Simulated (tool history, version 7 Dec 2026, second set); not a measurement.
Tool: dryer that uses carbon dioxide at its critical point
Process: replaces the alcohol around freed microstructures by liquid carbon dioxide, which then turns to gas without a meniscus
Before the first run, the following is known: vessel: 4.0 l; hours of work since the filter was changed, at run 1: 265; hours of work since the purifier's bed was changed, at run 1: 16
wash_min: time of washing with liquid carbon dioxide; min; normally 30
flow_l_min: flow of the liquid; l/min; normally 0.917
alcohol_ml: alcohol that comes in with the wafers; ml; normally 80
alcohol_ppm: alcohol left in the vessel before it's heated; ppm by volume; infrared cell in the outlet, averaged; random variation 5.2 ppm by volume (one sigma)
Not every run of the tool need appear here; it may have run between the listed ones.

run   hour  wash_min  flow_l_min  alcohol_ml  hours of work since the filter was changed  hours of work since the purifier's bed was changed  alcohol_ppm
  1      0        30       0.917          80                                         265                                                  16          128
  2   15.3        30       0.917          80                                         273                                                  24          122
  3   26.7        30       0.917          80                                         279                                                  30          134
  4   38.6        30       0.917          80                                         285                                                  36          143
  5   54.9        30       0.917          80                                         293                                                  45          140
  6   67.7        30       0.917          80                                         300                                                  52          143
  7     85        30       0.917          80                                         309                                                  60          143
  8   94.2        32       0.917          80                                         314                                                  65          118
  9  106.6        30       0.917          80                                         320                                                  72          157
 10  113.6        41       0.917          80                                         324                                                  75           47
 11    130        41       0.917          80                                         332                                                  84           52
 12  140.2        41       0.917          80                                         337                                                  89           70
 13    154        41       1.512          80                                         345                                                  96           39
 14    164        41       1.512          80                                         350                                                 101           47
 15  172.8        33       1.512          26                                         354                                                 106           46
 16    182        43       1.192          22                                         359                                                 111           44
 17  193.1        30       0.858          43                                         365                                                 116          148
 18    202        30       1.467          25                                         369                                                 121           40
 19  212.6        20       0.637          25                                         375                                                 127          683
 20  222.9        20       0.637          25                                         380                                                 132          704
 21  237.3        41       0.734          80                                         388                                                 139          141
 22  244.3        19       0.734          80                                         391                                                 143         1739
 23  253.9        22       1.148          34                                         396                                                 148          145
 24  264.4        22       1.148          34                                         402                                                 153          149
 25  277.3        30       0.673          54                                         408                                                 160          454
 26    287        25       1.555          22                                         413                                                 165           69

5 ways to go on from here, each from the tool as it stands after run 26. What would each give?
  A  296.4        20       1.555          47                                         418                                                 170            ?
  B  296.4        35       0.667          80                                         418                                                 170            ?
  C  296.4        26       1.555          21                                         418                                                 170            ?
  D  296.4        30       0.917          77                                         418                                                 170            ?
  E  296.4        25       1.555          72                                         418                                                 170            ?

run  alcohol_ppm
  A          103
  B          377
  C           69
  D          205
  E           86
Had the tool no hidden state, the same runs would have come out as:
run  alcohol_ppm
  A           24
  B          192
  C            6
  D           80
  E           15
